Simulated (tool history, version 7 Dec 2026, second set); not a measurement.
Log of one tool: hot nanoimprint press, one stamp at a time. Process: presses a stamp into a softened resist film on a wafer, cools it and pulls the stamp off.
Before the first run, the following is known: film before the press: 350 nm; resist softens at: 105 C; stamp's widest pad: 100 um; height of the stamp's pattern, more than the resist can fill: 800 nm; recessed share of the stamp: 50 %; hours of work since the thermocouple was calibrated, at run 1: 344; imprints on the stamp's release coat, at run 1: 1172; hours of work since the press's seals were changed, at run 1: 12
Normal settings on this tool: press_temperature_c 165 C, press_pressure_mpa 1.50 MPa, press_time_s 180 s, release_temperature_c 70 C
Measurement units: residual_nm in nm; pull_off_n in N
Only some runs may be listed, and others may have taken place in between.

run   hour  press_temperature_c  press_pressure_mpa  press_time_s  release_temperature_c  hours of work since the thermocouple was calibrated  imprints on the stamp's release coat  hours of work since the press's seals were changed  residual_nm  pull_off_n
  1    0.0                  165                1.50           180                     70                                                  344                                  1172                                                  12        151.2         281
  2   11.1                  165                1.13           180                     70                                                  353                                  1237                                                  21        172.3         287
  3   26.1                  165                1.13           180                     74                                                  364                                  1325                                                  32        172.5         275
      44.1  -- stamp cleaned and given a new release coat
  4   47.7                  165                1.50           153                     70                                                  376                                    21                                                  44        159.7         227
  5   58.7                  165                1.50           153                     70                                                  385                                    85                                                  53        159.2         232
  6   72.9                  165                1.50           153                     70                                                  396                                   168                                                  64        159.1         234
  7   92.4                  165                1.50           153                     70                                                  411                                   283                                                  79        159.6         241
  8  112.7                  165                1.50           153                     70                                                  426                                   401                                                  95        159.0         249
  9  123.0                  163                1.50           180                     70                                                  434                                   461                                                 103        160.0         248
 10  138.8                  163                1.50           180                     70                                                  446                                   554                                                 115        160.4         248
     152.3  -- plate thermocouple calibrated
 11  153.0                  163                1.50           180                     70                                                    1                                   620                                                 123        156.5         251
 12  169.8                  163                1.50           180                     70                                                   13                                   718                                                 136        156.6         253
 13  180.9                  163                1.50           180                     70                                                   22                                   783                                                 145        156.3         263
 14  199.2                  163                1.50           180                     70                                                   36                                   890                                                 159        155.8         261
 15  212.9                  165                1.50           180                     78                                                   47                                   970                                                 170        145.5         250
 16  230.8                  165                1.50           203                     61                                                   61                                  1075                                                 183        138.9         286
 17  250.6                  165                1.76           102                     70                                                   76                                  1191                                                 199        165.5         281
 18  272.4                  165                1.50           218                     70                                                   93                                  1318                                                 215        134.9         287
     288.6  -- plate thermocouple calibrated, once more
     294.6  -- stamp cleaned and given a new release coat
 19  302.9                  168                1.03           167                     75                                                    6                                    48                                                 232        177.9         227
 20  322.5                  173                0.98           180                     70                                                   21                                   163                                                 247        152.3         236
 21  335.9                  173                0.98           109                     63                                                   32                                   241                                                 257        181.4         252
 22  345.7                  161                1.78           189                     67                                                   39                                   299                                                 265        165.9         251
 23  363.1                  155                0.99           202                     77                                                   53                                   400                                                 278        248.1         235
 24  373.9                  164                1.03           180                     63                                                   61                                   464                                                 287        195.0         262
 25  393.8                  164                1.03           180                     63                                                   76                                   580                                                 302        194.7         276
 26  411.4                  164                1.03           180                     63                                                   90                                   683                                                 316        194.4         272
 27  433.7                  155                1.03           180                     69                                                  107                                   814                                                 333        251.3         266
 28  451.7                  165                1.42           175                     70                                                  121                                   919                                                 347        164.5         275
 29  462.4                  165                1.42           175                     70                                                  129                                   982                                                 355        164.9         270
 30  480.5                  165                1.42           175                     70                                                  143                                  1087                                                 369        164.6         280

For some of the steps in residual_nm from one run to the next: how much would appear even if the tool had no hidden state, given the settings, what came in and random variation, and how much remains for the hidden state plus any gauge scatter that the measured result and the result without hidden state don't share?
The tool's hidden condition here consists of: true temperature over the reading, C; pressure that arrives at the usual setting, %; grip of the stamp's worn release coat, % over a new coat's; drift of the gauge itself on residual_nm, %; drift of the gauge itself on pull_off_n, %.
Run 10 -> 11: plate thermocouple calibrated. residual_nm -3.9 nm: hidden state -3.6, all else -0.3.
Run 16 -> 17: press_pressure_mpa 1.50 -> 1.76, press_time_s 203 -> 102, release_temperature_c 61 -> 70. residual_nm +26.6 nm: hidden state -1.4, all else +28.0.
Run 18 -> 19: press_temperature_c 165 -> 168, press_pressure_mpa 1.50 -> 1.03, press_time_s 218 -> 167, release_temperature_c 70 -> 75, plate thermocouple calibrated, once more, stamp cleaned and given a new release coat. residual_nm +43.0 nm: hidden state +14.1, all else +28.9.
Run 22 -> 23: press_temperature_c 161 -> 155, press_pressure_mpa 1.78 -> 0.99, press_time_s 189 -> 202, release_temperature_c 67 -> 77. residual_nm +82.2 nm: hidden state -0.7, all else +82.9.
Run 26 -> 27: press_temperature_c 164 -> 155, release_temperature_c 63 -> 69. residual_nm +56.9 nm: hidden state -0.5, all else +57.4.
Run 27 -> 28: press_temperature_c 155 -> 165, press_pressure_mpa 1.03 -> 1.42, press_time_s 180 -> 175, release_temperature_c 69 -> 70. residual_nm -86.8 nm: hidden state +0.4, all else -87.2.
